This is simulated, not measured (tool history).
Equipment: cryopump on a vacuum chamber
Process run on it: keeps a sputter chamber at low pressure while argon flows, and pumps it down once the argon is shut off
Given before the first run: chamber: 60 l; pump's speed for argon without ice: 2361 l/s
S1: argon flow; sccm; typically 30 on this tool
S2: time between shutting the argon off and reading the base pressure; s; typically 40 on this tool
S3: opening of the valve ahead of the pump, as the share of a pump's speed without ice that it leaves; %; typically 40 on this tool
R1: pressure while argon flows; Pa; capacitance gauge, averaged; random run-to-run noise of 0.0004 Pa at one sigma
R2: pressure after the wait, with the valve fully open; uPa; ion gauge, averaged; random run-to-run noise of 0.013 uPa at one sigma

| run | day | S1 | S2 | S3 | R1 | R2 |
|---|---|---|---|---|---|---|
| 1 | 0 | 30 | 40 | 40 | 0.0559 | 0.98 |
| 2 | 0.975 | 30 | 40 | 40 | 0.0556 | 0.97 |
| 3 | 1.604 | 30 | 40 | 22 | 0.0989 | 0.97 |
| 4 | 2.062 | 30 | 40 | 22 | 0.0989 | 0.98 |
| 5 | 2.879 | 30 | 40 | 52 | 0.0434 | 0.99 |
| 6 | 3.6 | 30 | 40 | 45 | 0.0495 | 0.98 |
| 7 | 4.421 | 30 | 40 | 40 | 0.0566 | 0.98 |
| 8 | 4.954 | 50 | 93 | 28 | 0.1316 | 0.57 |
| 9 | 5.508 | 54 | 31 | 58 | 0.0713 | 1.19 |
| 10 | 6.025 | 54 | 31 | 58 | 0.0727 | 1.19 |
| 11 | 7.1 | 30 | 77 | 21 | 0.1052 | 0.66 |
| 12 | 8.196 | 30 | 91 | 19 | 0.1158 | 0.61 |
| 13 | 8.971 | 30 | 91 | 19 | 0.1151 | 0.61 |
| 14 | 9.671 | 30 | 91 | 19 | 0.1158 | 0.61 |

Measured less the same run without the tool's hidden state. The same run-to-run variation is in both; the gauge's scatter may not be:
Hidden state present: pump's speed, % of a pump's without ice; cold plate's temperature, K; leak into the chamber, uPa l/s; drift of the gauge itself on working_pa, %; drift of the gauge itself on base_upa, %.
| run | R1 | R2 |
|---|---|---|
| 1 | +0.002 | +0.14 |
| 2 | +0.0021 | +0.15 |
| 3 | +0.0022 | +0.15 |
| 4 | +0.0022 | +0.14 |
| 5 | +0.0023 | +0.15 |
| 6 | +0.0024 | +0.15 |
| 7 | +0.0024 | +0.15 |
| 8 | +0.0042 | +0.15 |
| 9 | +0.0046 | +0.15 |
| 10 | +0.0047 | +0.16 |
| 11 | +0.0027 | +0.16 |
| 12 | +0.0028 | +0.16 |
| 13 | +0.0029 | +0.16 |
| 14 | +0.003 | +0.16 |

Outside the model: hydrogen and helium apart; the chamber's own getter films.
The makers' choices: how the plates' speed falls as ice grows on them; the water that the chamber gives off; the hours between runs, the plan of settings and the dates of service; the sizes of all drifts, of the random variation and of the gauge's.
